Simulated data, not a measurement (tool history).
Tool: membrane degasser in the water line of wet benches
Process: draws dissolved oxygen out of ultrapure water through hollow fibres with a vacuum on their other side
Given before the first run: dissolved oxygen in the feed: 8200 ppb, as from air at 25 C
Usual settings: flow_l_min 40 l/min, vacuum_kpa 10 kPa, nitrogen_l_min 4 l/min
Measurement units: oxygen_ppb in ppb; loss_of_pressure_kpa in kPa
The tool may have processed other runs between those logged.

run 1 hour=0 | flow_l_min=40 vacuum_kpa=10 nitrogen_l_min=4 | oxygen_ppb=292.7 loss_of_pressure_kpa=61.76
run 2 hour=191.7 | flow_l_min=39 vacuum_kpa=10 nitrogen_l_min=4 | oxygen_ppb=289.9 loss_of_pressure_kpa=60.46
run 3 hour=284.2 | flow_l_min=39 vacuum_kpa=10 nitrogen_l_min=4 | oxygen_ppb=286.1 loss_of_pressure_kpa=60.41
run 4 hour=424.1 | flow_l_min=39 vacuum_kpa=10 nitrogen_l_min=4 | oxygen_ppb=282.5 loss_of_pressure_kpa=61.12
run 5 hour=536.2 | flow_l_min=39 vacuum_kpa=10 nitrogen_l_min=4 | oxygen_ppb=286.9 loss_of_pressure_kpa=60.32
run 6 hour=698.3 | flow_l_min=39 vacuum_kpa=10 nitrogen_l_min=4 | oxygen_ppb=290.1 loss_of_pressure_kpa=60.81
run 7 hour=876.9 | flow_l_min=40 vacuum_kpa=10 nitrogen_l_min=6.16 | oxygen_ppb=250.5 loss_of_pressure_kpa=62.5
run 8 hour=1031.7 | flow_l_min=40 vacuum_kpa=10 nitrogen_l_min=6.16 | oxygen_ppb=247.5 loss_of_pressure_kpa=61.99
run 9 hour=1148.5 | flow_l_min=40 vacuum_kpa=10 nitrogen_l_min=6.16 | oxygen_ppb=246.7 loss_of_pressure_kpa=62.13
run 10 hour=1272.5 | flow_l_min=40 vacuum_kpa=12.6 nitrogen_l_min=4 | oxygen_ppb=358.2 loss_of_pressure_kpa=62.73
run 11 hour=1353.3 | flow_l_min=40 vacuum_kpa=12.6 nitrogen_l_min=4 | oxygen_ppb=359.7 loss_of_pressure_kpa=62.46
run 12 hour=1521.4 | flow_l_min=40 vacuum_kpa=12.6 nitrogen_l_min=4 | oxygen_ppb=356.3 loss_of_pressure_kpa=62.2
run 13 hour=1700.1 | flow_l_min=40 vacuum_kpa=12.6 nitrogen_l_min=4 | oxygen_ppb=359.9 loss_of_pressure_kpa=62.8
run 14 hour=1843.4 | flow_l_min=40 vacuum_kpa=12.6 nitrogen_l_min=4 | oxygen_ppb=363.6 loss_of_pressure_kpa=62.67
run 15 hour=2029.8 | flow_l_min=40 vacuum_kpa=12.6 nitrogen_l_min=4 | oxygen_ppb=362.5 loss_of_pressure_kpa=62.96
run 16 hour=2194.7 | flow_l_min=40 vacuum_kpa=12.6 nitrogen_l_min=4 | oxygen_ppb=363.5 loss_of_pressure_kpa=62.87
run 17 hour=2327 | flow_l_min=40 vacuum_kpa=7 nitrogen_l_min=4.48 | oxygen_ppb=231.5 loss_of_pressure_kpa=62.69
run 18 hour=2468.7 | flow_l_min=36 vacuum_kpa=9.2 nitrogen_l_min=4 | oxygen_ppb=251.6 loss_of_pressure_kpa=56.64
run 19 hour=2612 | flow_l_min=36 vacuum_kpa=9.2 nitrogen_l_min=4 | oxygen_ppb=253.5 loss_of_pressure_kpa=56.74
run 20 hour=2702.5 | flow_l_min=27 vacuum_kpa=9.2 nitrogen_l_min=6.94 | oxygen_ppb=127.9 loss_of_pressure_kpa=42.47
run 21 hour=2888.2 | flow_l_min=47 vacuum_kpa=8.9 nitrogen_l_min=3.4 | oxygen_ppb=384 loss_of_pressure_kpa=74.49
run 22 hour=2977.9 | flow_l_min=47 vacuum_kpa=8.9 nitrogen_l_min=3.4 | oxygen_ppb=382.9 loss_of_pressure_kpa=74.39
run 23 hour=3108.6 | flow_l_min=39 vacuum_kpa=8.9 nitrogen_l_min=7.23 | oxygen_ppb=221.5 loss_of_pressure_kpa=62
run 24 hour=3211.8 | flow_l_min=39 vacuum_kpa=8.9 nitrogen_l_min=7.23 | oxygen_ppb=229.6 loss_of_pressure_kpa=61.25
run 25 hour=3305.6 | flow_l_min=46 vacuum_kpa=10 nitrogen_l_min=3.17 | oxygen_ppb=422.1 loss_of_pressure_kpa=73.19
-- hour=3340.3 seals of the vacuum lines changed
run 26 hour=3499.7 | flow_l_min=46 vacuum_kpa=10 nitrogen_l_min=3.17 | oxygen_ppb=428.6 loss_of_pressure_kpa=73.34
run 27 hour=3664.1 | flow_l_min=26 vacuum_kpa=7.9 nitrogen_l_min=4 | oxygen_ppb=138.9 loss_of_pressure_kpa=41.17
-- hour=3819.3 vacuum gauge calibrated
run 28 hour=3826.3 | flow_l_min=40 vacuum_kpa=15.2 nitrogen_l_min=3.4 | oxygen_ppb=464.4 loss_of_pressure_kpa=63.94
run 29 hour=3961.9 | flow_l_min=46 vacuum_kpa=7.1 nitrogen_l_min=4 | oxygen_ppb=299.6 loss_of_pressure_kpa=73.02
run 30 hour=4083.9 | flow_l_min=40 vacuum_kpa=24.1 nitrogen_l_min=4 | oxygen_ppb=606.2 loss_of_pressure_kpa=63.6
run 31 hour=4232.4 | flow_l_min=40 vacuum_kpa=15.3 nitrogen_l_min=4 | oxygen_ppb=422.2 loss_of_pressure_kpa=64.27
run 32 hour=4345.1 | flow_l_min=40 vacuum_kpa=16.5 nitrogen_l_min=4.19 | oxygen_ppb=444.1 loss_of_pressure_kpa=64.26

What would each run have given without the hidden state, its run-to-run variation left as it was?
What the log doesn't record here: membrane still open, %; true pressure behind the membrane over the reading, kPa; air that leaks in behind the membrane, l/min; drift of the gauge itself on oxygen_ppb, %; drift of the gauge itself on loss_of_pressure_kpa, %.
run=1 oxygen_ppb=265.1 loss_of_pressure_kpa=58.91
run=2 oxygen_ppb=261.3 loss_of_pressure_kpa=57.59
run=3 oxygen_ppb=257.4 loss_of_pressure_kpa=57.51
run=4 oxygen_ppb=253.5 loss_of_pressure_kpa=58.12
run=5 oxygen_ppb=256.7 loss_of_pressure_kpa=57.29
run=6 oxygen_ppb=258.7 loss_of_pressure_kpa=57.7
run=7 oxygen_ppb=218.1 loss_of_pressure_kpa=59.22
run=8 oxygen_ppb=214.7 loss_of_pressure_kpa=58.65
run=9 oxygen_ppb=213.4 loss_of_pressure_kpa=58.73
run=10 oxygen_ppb=321.9 loss_of_pressure_kpa=59.25
run=11 oxygen_ppb=322.8 loss_of_pressure_kpa=58.94
run=12 oxygen_ppb=318.8 loss_of_pressure_kpa=58.62
run=13 oxygen_ppb=320.9 loss_of_pressure_kpa=59.11
run=14 oxygen_ppb=323.2 loss_of_pressure_kpa=58.89
run=15 oxygen_ppb=321.3 loss_of_pressure_kpa=59.11
run=16 oxygen_ppb=321.2 loss_of_pressure_kpa=58.92
run=17 oxygen_ppb=189.8 loss_of_pressure_kpa=58.69
run=18 oxygen_ppb=213.3 loss_of_pressure_kpa=52.97
run=19 oxygen_ppb=214.2 loss_of_pressure_kpa=53
run=20 oxygen_ppb=103.9 loss_of_pressure_kpa=39.63
run=21 oxygen_ppb=326 loss_of_pressure_kpa=69.42
run=22 oxygen_ppb=324.3 loss_of_pressure_kpa=69.27
run=23 oxygen_ppb=178.4 loss_of_pressure_kpa=57.69
run=24 oxygen_ppb=184.4 loss_of_pressure_kpa=56.89
run=25 oxygen_ppb=361.4 loss_of_pressure_kpa=67.97
run=26 oxygen_ppb=368.6 loss_of_pressure_kpa=68
run=27 oxygen_ppb=113.5 loss_of_pressure_kpa=38.12
run=28 oxygen_ppb=423.3 loss_of_pressure_kpa=59.13
run=29 oxygen_ppb=246.9 loss_of_pressure_kpa=67.43
run=30 oxygen_ppb=565 loss_of_pressure_kpa=58.69
run=31 oxygen_ppb=378.5 loss_of_pressure_kpa=59.22
run=32 oxygen_ppb=398.9 loss_of_pressure_kpa=59.16

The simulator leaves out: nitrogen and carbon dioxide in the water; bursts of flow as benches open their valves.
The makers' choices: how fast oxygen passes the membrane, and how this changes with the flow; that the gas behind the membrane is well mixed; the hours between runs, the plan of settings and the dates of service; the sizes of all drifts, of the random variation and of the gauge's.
